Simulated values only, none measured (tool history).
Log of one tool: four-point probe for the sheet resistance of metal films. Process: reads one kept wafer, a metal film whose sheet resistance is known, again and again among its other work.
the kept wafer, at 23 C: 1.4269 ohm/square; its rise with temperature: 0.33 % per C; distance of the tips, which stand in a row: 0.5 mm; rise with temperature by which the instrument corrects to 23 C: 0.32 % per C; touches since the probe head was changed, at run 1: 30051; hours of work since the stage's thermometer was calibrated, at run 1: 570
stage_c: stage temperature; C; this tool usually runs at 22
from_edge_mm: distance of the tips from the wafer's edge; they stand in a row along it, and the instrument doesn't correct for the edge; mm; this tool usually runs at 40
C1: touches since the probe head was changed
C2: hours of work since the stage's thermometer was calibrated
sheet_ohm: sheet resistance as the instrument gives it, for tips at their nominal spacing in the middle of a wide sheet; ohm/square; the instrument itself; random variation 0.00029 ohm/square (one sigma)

run 1 hour=0.0 | stage_c=22 from_edge_mm=40 | C1=30051 C2=570 | sheet_ohm=1.433457
run 2 hour=12.7 | stage_c=22 from_edge_mm=40 | C1=30456 C2=579 | sheet_ohm=1.433869
run 3 hour=22.3 | stage_c=22 from_edge_mm=40 | C1=30763 C2=585 | sheet_ohm=1.433035
run 4 hour=40.7 | stage_c=22 from_edge_mm=3 | C1=31350 C2=597 | sheet_ohm=1.454448
run 5 hour=55.8 | stage_c=22 from_edge_mm=40 | C1=31831 C2=607 | sheet_ohm=1.433574
run 6 hour=69.0 | stage_c=19 from_edge_mm=40 | C1=32255 C2=616 | sheet_ohm=1.433373
run 7 hour=79.9 | stage_c=19 from_edge_mm=40 | C1=32601 C2=623 | sheet_ohm=1.433879
run 8 hour=95.7 | stage_c=19 from_edge_mm=40 | C1=33107 C2=634 | sheet_ohm=1.433748
run 9 hour=106.0 | stage_c=19 from_edge_mm=40 | C1=33434 C2=641 | sheet_ohm=1.433379
run 10 hour=121.1 | stage_c=22 from_edge_mm=40 | C1=33917 C2=651 | sheet_ohm=1.434435
run 11 hour=133.5 | stage_c=22 from_edge_mm=40 | C1=34315 C2=659 | sheet_ohm=1.434044
run 12 hour=151.9 | stage_c=22 from_edge_mm=40 | C1=34903 C2=671 | sheet_ohm=1.434319
run 13 hour=169.4 | stage_c=19 from_edge_mm=43 | C1=35460 C2=683 | sheet_ohm=1.434483
run 14 hour=187.2 | stage_c=32 from_edge_mm=6 | C1=36030 C2=694 | sheet_ohm=1.441023
run 15 hour=205.3 | stage_c=32 from_edge_mm=6 | C1=36607 C2=706 | sheet_ohm=1.440812
run 16 hour=219.5 | stage_c=22 from_edge_mm=17 | C1=37061 C2=716 | sheet_ohm=1.435214
run 17 hour=235.3 | stage_c=24 from_edge_mm=5 | C1=37563 C2=726 | sheet_ohm=1.442677
run 18 hour=244.8 | stage_c=33 from_edge_mm=5 | C1=37868 C2=733 | sheet_ohm=1.443649
run 19 hour=264.3 | stage_c=29 from_edge_mm=6 | C1=38491 C2=746 | sheet_ohm=1.441304
run 20 hour=276.2 | stage_c=31 from_edge_mm=69 | C1=38870 C2=753 | sheet_ohm=1.435735
run 21 hour=287.2 | stage_c=31 from_edge_mm=69 | C1=39221 C2=761 | sheet_ohm=1.436701

Branching from run 21: 5 alternative next runs. What would each branch give?
run A hour=304.1 | stage_c=32 from_edge_mm=21 | C1=39761 C2=772 | sheet_ohm=?
run B hour=304.1 | stage_c=29 from_edge_mm=10 | C1=39761 C2=772 | sheet_ohm=?
run C hour=304.1 | stage_c=22 from_edge_mm=70 | C1=39761 C2=772 | sheet_ohm=?
run D hour=304.1 | stage_c=18 from_edge_mm=40 | C1=39761 C2=772 | sheet_ohm=?
run E hour=304.1 | stage_c=30 from_edge_mm=71 | C1=39761 C2=772 | sheet_ohm=?

run=A sheet_ohm=1.436914
run=B sheet_ohm=1.437919
run=C sheet_ohm=1.435963
run=D sheet_ohm=1.435057
run=E sheet_ohm=1.436593
Stripped of hidden state, with their random variation kept, the same runs would have yielded:
run=A sheet_ohm=1.428141
run=B sheet_ohm=1.429150
run=C sheet_ohm=1.427227
run=D sheet_ohm=1.426340
run=E sheet_ohm=1.427828
